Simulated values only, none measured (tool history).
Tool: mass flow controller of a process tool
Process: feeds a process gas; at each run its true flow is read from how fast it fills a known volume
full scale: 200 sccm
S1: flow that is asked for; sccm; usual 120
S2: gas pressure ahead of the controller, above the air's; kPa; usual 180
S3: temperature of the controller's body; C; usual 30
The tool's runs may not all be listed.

{"run": 1, "day": 0.0, "S1": 120, "S2": 180, "S3": 30, "true flow (%)": 98.48}
{"run": 2, "day": 6.025, "S1": 120, "S2": 180, "S3": 30, "true flow (%)": 98.42}
{"run": 3, "day": 11.433, "S1": 120, "S2": 180, "S3": 30, "true flow (%)": 98.48}
{"run": 4, "day": 17.621, "S1": 103, "S2": 180, "S3": 30, "true flow (%)": 97.89}
{"run": 5, "day": 22.658, "S1": 103, "S2": 180, "S3": 30, "true flow (%)": 97.9}
{"run": 6, "day": 25.792, "S1": 120, "S2": 180, "S3": 29, "true flow (%)": 98.33}
{"day": 26.242, "done": "controller's zero set anew"}
{"run": 7, "day": 31.275, "S1": 60, "S2": 222, "S3": 22, "true flow (%)": 95.74}
{"run": 8, "day": 37.608, "S1": 58, "S2": 182, "S3": 22, "true flow (%)": 95.53}
{"run": 9, "day": 41.833, "S1": 27, "S2": 219, "S3": 30, "true flow (%)": 93.33}
{"run": 10, "day": 47.929, "S1": 68, "S2": 144, "S3": 30, "true flow (%)": 96.39}
{"day": 50.208, "done": "controller's zero set anew, once more"}
{"run": 11, "day": 55.521, "S1": 68, "S2": 144, "S3": 30, "true flow (%)": 98.04}

3 ways to go on from here, each from the tool as it stands after run 11. What would each give?
{"run": "A", "day": 62.9, "S1": 41, "S2": 180, "S3": 30, "true flow (%)": "?"}
{"run": "B", "day": 62.9, "S1": 54, "S2": 147, "S3": 20, "true flow (%)": "?"}
{"run": "C", "day": 62.9, "S1": 23, "S2": 190, "S3": 33, "true flow (%)": "?"}

run=A true_flow_(%)=97.84
run=B true_flow_(%)=97.15
run=C true_flow_(%)=97.65
Without the tool's hidden state the same runs would have given:
run=A true_flow_(%)=97.62
run=B true_flow_(%)=96.91
run=C true_flow_(%)=97.51

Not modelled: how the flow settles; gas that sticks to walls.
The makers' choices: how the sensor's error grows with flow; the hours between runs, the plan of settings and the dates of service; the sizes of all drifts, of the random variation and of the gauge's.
